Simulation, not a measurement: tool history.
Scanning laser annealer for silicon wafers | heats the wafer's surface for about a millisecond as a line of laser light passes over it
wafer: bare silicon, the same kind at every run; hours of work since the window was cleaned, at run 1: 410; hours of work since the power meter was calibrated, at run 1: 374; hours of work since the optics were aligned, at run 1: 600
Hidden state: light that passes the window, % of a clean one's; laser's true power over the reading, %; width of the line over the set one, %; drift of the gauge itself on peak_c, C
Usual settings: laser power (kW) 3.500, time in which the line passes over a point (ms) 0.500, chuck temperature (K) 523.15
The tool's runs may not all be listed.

run,hour,laser power (kW),time in which the line passes over a point (ms),chuck temperature (K),hours of work since the window was cleaned,hours of work since the power meter was calibrated,hours of work since the optics were aligned,highest temperature of the surface (K)
1,0.0,3.500,0.500,523.15,410,374,600,1260.15
2,13.6,3.500,0.500,523.15,417,380,606,1257.15
3,28.5,3.500,0.500,523.15,424,387,613,1254.15
# hour 50.1: window over the wafer cleaned
4,57.7,3.500,0.500,523.15,4,400,626,1286.15
5,74.6,3.500,0.500,523.15,11,408,634,1286.15
6,96.4,3.500,0.500,523.15,21,418,644,1284.15
7,107.9,3.500,0.473,523.15,27,423,649,1259.15
8,132.0,3.500,0.473,523.15,38,434,660,1258.15
9,150.2,3.500,0.500,523.15,46,442,669,1279.15
10,177.8,3.500,0.500,523.15,59,455,681,1280.15
11,189.3,3.500,0.500,523.15,64,461,687,1279.15
12,217.6,3.500,0.500,523.15,78,474,700,1279.15
13,232.4,3.680,0.500,523.15,84,481,707,1330.15
14,255.9,3.680,0.500,523.15,95,491,718,1331.15
15,271.9,3.680,0.500,533.15,103,499,725,1338.15
16,286.8,3.680,0.500,533.15,110,506,732,1337.15
17,302.9,3.680,0.500,533.15,117,513,739,1337.15
18,321.2,3.680,0.500,533.15,125,522,748,1338.15
19,340.0,3.680,0.500,533.15,134,530,756,1338.15
20,362.2,3.625,0.494,517.15,144,541,767,1298.15
21,385.8,3.073,0.500,557.15,155,551,778,1187.15
22,397.5,3.117,0.398,523.15,161,557,783,1082.15
23,417.6,3.117,0.398,523.15,170,566,792,1086.15
24,444.4,3.117,0.398,523.15,182,579,805,1087.15
25,468.3,3.500,0.368,510.15,193,590,816,1136.15
26,490.9,3.500,0.368,510.15,204,600,826,1135.15
27,502.7,3.353,0.368,551.15,209,606,832,1138.15
28,521.6,3.177,0.484,550.15,218,614,840,1189.15
# hour 542.5: optics aligned, line set to its width
29,549.2,3.629,0.430,520.15,229,625,3,1244.15
30,576.6,3.026,0.430,534.15,241,637,16,1102.15
31,603.7,3.310,0.500,523.15,254,650,28,1222.15
32,625.7,3.736,0.500,523.15,264,660,39,1339.15
33,649.6,3.736,0.500,523.15,275,671,50,1338.15
34,662.6,3.500,0.371,515.15,281,677,56,1145.15

How the hidden state differs across the entries between the runs, from the last listed run before each to the first after it:
Between runs 3 and 4: window over the wafer cleaned (hour 50.1)
  light that passes the window, % of a clean one's: 96.85 -> 99.92; width of the line over the set one, %: 1.65 -> 1.68
  measured less the result without the state, highest temperature of the surface (K): -41.00 -> -10.00
Between runs 28 and 29: optics aligned, line set to its width (hour 542.5)
  light that passes the window, % of a clean one's: 98.48 -> 98.4; width of the line over the set one, %: 2.25 -> 0.29
  measured less the result without the state, highest temperature of the surface (K): -25.00 -> -19.00
